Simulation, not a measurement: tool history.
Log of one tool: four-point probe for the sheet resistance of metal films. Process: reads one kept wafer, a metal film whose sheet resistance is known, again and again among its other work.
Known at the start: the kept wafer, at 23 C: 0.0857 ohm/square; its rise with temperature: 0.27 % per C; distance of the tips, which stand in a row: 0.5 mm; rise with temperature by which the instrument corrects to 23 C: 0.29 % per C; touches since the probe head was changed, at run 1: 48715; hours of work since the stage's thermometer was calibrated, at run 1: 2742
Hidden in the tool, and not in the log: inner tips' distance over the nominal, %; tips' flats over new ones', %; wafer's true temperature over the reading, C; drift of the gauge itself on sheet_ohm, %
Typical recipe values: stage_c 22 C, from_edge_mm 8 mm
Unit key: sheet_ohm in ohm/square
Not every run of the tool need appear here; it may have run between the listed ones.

| run | hour | stage_c | from_edge_mm | touches since the probe head was changed | hours of work since the stage's thermometer was calibrated | sheet_ohm |
|---|---|---|---|---|---|---|
| 1 | 0 | 22 | 8 | 48715 | 2742 | 0.084981 |
|  | 40.9 | stage's thermometer calibrated |
| 2 | 62 | 22 | 67 | 50040 | 14 | 0.08488 |
| 3 | 106.7 | 22 | 67 | 51004 | 43 | 0.084894 |
| 4 | 152 | 22 | 8 | 51980 | 73 | 0.08506 |
| 5 | 225 | 22 | 8 | 53552 | 121 | 0.085044 |
| 6 | 264.5 | 22 | 8 | 54404 | 147 | 0.085083 |
| 7 | 320.2 | 22 | 73 | 55603 | 184 | 0.084833 |
| 8 | 357.2 | 22 | 73 | 56401 | 208 | 0.084856 |
| 9 | 398.7 | 26 | 8 | 57296 | 236 | 0.084978 |
| 10 | 433.7 | 26 | 8 | 58049 | 259 | 0.084956 |
| 11 | 500.3 | 22 | 8 | 59485 | 303 | 0.085042 |
| 12 | 560.4 | 22 | 8 | 60779 | 342 | 0.084992 |
| 13 | 614.6 | 22 | 5 | 61947 | 378 | 0.085293 |
| 14 | 685.4 | 22 | 5 | 63473 | 425 | 0.085309 |
| 15 | 752.5 | 22 | 39 | 64918 | 469 | 0.08486 |
| 16 | 794.5 | 22 | 39 | 65824 | 497 | 0.08485 |
| 17 | 828.6 | 22 | 39 | 66559 | 519 | 0.084803 |
| 18 | 896.9 | 22 | 39 | 68030 | 564 | 0.084817 |
| 19 | 963.1 | 22 | 8 | 69456 | 608 | 0.084992 |
| 20 | 1004 | 27 | 5 | 70337 | 634 | 0.08519 |
| 21 | 1041 | 23 | 64 | 71135 | 659 | 0.084791 |
| 22 | 1081.5 | 23 | 64 | 72008 | 686 | 0.084797 |
| 23 | 1133.7 | 23 | 64 | 73132 | 720 | 0.084761 |
| 24 | 1175.4 | 23 | 64 | 74031 | 747 | 0.084748 |
| 25 | 1213.6 | 23 | 64 | 74853 | 773 | 0.084766 |
| 26 | 1267.9 | 23 | 64 | 76023 | 808 | 0.084738 |
| 27 | 1325.1 | 23 | 16 | 77257 | 846 | 0.084804 |
| 28 | 1386.6 | 23 | 16 | 78582 | 887 | 0.084789 |
| 29 | 1418.5 | 22 | 4 | 79268 | 908 | 0.085481 |
| 30 | 1477.1 | 22 | 4 | 80531 | 946 | 0.085487 |
| 31 | 1532.9 | 22 | 4 | 81734 | 983 | 0.085478 |
| 32 | 1581.9 | 23 | 43 | 82790 | 1015 | 0.084724 |
| 33 | 1632.9 | 31 | 3 | 83888 | 1049 | 0.085862 |
| 34 | 1670.8 | 31 | 3 | 84705 | 1074 | 0.085838 |
| 35 | 1738.9 | 31 | 3 | 86171 | 1119 | 0.085878 |
| 36 | 1782.3 | 18 | 7 | 87108 | 1147 | 0.085046 |
| 37 | 1840.6 | 32 | 50 | 88362 | 1186 | 0.084594 |
| 38 | 1900 | 21 | 5 | 89644 | 1225 | 0.085188 |

How would selected steps in sheet_ohm from run to run divide? Give the signed amount a tool lacking its hidden state would still show from settings, what came in and random variation, and the signed amount left for the hidden state, including any gauge scatter that is not in both of the compared results.
Run 1 -> 2: from_edge_mm 8 -> 67, stage's thermometer calibrated. sheet_ohm -0.000101 ohm/square: hidden state +0.000093, all else -0.000194.
Run 31 -> 32: stage_c 22 -> 23, from_edge_mm 4 -> 43. sheet_ohm -0.000754 ohm/square: hidden state +0.000004, all else -0.000758.
Run 32 -> 33: stage_c 23 -> 31, from_edge_mm 43 -> 3. sheet_ohm +0.001138 ohm/square: hidden state -0.000016, all else +0.001154.
Run 35 -> 36: stage_c 31 -> 18, from_edge_mm 3 -> 7. sheet_ohm -0.000832 ohm/square: hidden state +0.000003, all else -0.000835.
Run 37 -> 38: stage_c 32 -> 21, from_edge_mm 50 -> 5. sheet_ohm +0.000594 ohm/square: hidden state -0.000013, all else +0.000607.
